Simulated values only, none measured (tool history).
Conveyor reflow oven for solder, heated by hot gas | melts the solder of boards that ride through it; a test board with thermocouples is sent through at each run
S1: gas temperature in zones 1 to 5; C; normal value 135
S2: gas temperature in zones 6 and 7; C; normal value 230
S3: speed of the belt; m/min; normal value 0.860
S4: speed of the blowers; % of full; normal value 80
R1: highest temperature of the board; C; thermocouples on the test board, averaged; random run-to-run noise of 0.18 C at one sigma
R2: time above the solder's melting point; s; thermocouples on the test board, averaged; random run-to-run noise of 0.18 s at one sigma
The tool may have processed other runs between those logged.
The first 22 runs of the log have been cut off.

run	hour	S1	S2	S3	S4	R1	R2
23	303.0	136	229	0.872	60	205.9	32.0
24	313.9	128	230	0.879	80	210.9	34.1
25	326.6	135	240	0.871	59	214.3	38.1
26	339.1	135	228	0.908	76	208.4	33.1
27	356.1	135	225	0.860	80	208.4	35.9
28	372.0	149	230	0.860	84	216.0	44.3
29	383.1	135	219	0.774	70	204.3	36.3
30	400.4	135	219	0.774	70	203.7	35.8
31	408.2	135	219	0.774	70	204.3	36.0

Here are 3 independent what-if runs from the current tool condition. What would each one return?
A	423.0	135	226	0.860	70	?	?
B	423.0	127	222	0.860	71	?	?
C	423.0	142	219	0.860	80	?	?

run	R1	R2
A	207.0	33.3
B	202.0	27.7
C	204.6	34.6
Take away the tool's hidden state, keep each run's random variation, and the runs would have read:
run	R1	R2
A	207.0	33.3
B	202.0	27.7
C	204.7	34.6
